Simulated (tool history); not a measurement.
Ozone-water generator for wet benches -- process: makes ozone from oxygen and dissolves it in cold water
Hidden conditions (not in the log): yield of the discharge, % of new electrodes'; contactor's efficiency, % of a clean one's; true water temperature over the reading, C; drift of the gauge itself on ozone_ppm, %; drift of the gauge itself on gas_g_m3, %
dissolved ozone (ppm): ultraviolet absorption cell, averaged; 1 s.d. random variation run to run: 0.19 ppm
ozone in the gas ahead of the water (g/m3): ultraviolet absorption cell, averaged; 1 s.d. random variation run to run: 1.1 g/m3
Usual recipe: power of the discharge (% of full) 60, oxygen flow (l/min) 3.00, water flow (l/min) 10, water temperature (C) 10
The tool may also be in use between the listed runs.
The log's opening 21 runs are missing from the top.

run,hour,power of the discharge (% of full),oxygen flow (l/min),water flow (l/min),water temperature (C),hours of work since the electrodes were changed,hours of work since the contactor was cleaned,hours of work since the thermometer was calibrated,dissolved ozone (ppm),ozone in the gas ahead of the water (g/m3)
22,493.5,81,1.75,6,7,877,2731,2529,45.4,288.9
23,506.4,94,5.24,10,14,889,2743,2542,30.0,175.4
24,527.6,94,5.24,10,14,910,2763,2562,30.0,176.8
25,545.1,94,1.92,13,14,926,2780,2579,23.1,298.1
26,560.1,59,3.00,10,7,941,2794,2593,25.8,181.6
# hour 588.2: contactor cleaned
27,589.8,69,3.07,6,6,965,2,2617,43.4,196.2
28,618.1,69,3.07,6,6,992,29,2644,43.5,193.7
29,641.7,69,3.07,6,6,1015,51,2667,43.1,193.8
30,670.0,69,3.07,6,6,1042,78,2694,43.0,193.1
31,684.6,69,3.07,6,6,1055,92,2708,42.8,192.7

Consider 4 possible next runs. They are alternatives, not a sequence: every one starts from the tool as it was left by run 31. What does each give?
A,701.5,96,3.00,10,10,1072,108,2724,?,?
B,701.5,56,3.07,10,6,1072,108,2724,?,?
C,701.5,88,3.07,9,13,1072,108,2724,?,?
D,701.5,69,3.07,15,6,1072,108,2724,?,?

run,dissolved ozone (ppm),ozone in the gas ahead of the water (g/m3)
A,34.2,238.6
B,26.4,172.4
C,33.7,224.2
D,20.7,193.8
Without the tool's hidden state the same runs would have given:
run,dissolved ozone (ppm),ozone in the gas ahead of the water (g/m3)
A,35.5,246.8
B,27.2,176.7
C,35.0,231.5
D,21.4,199.3
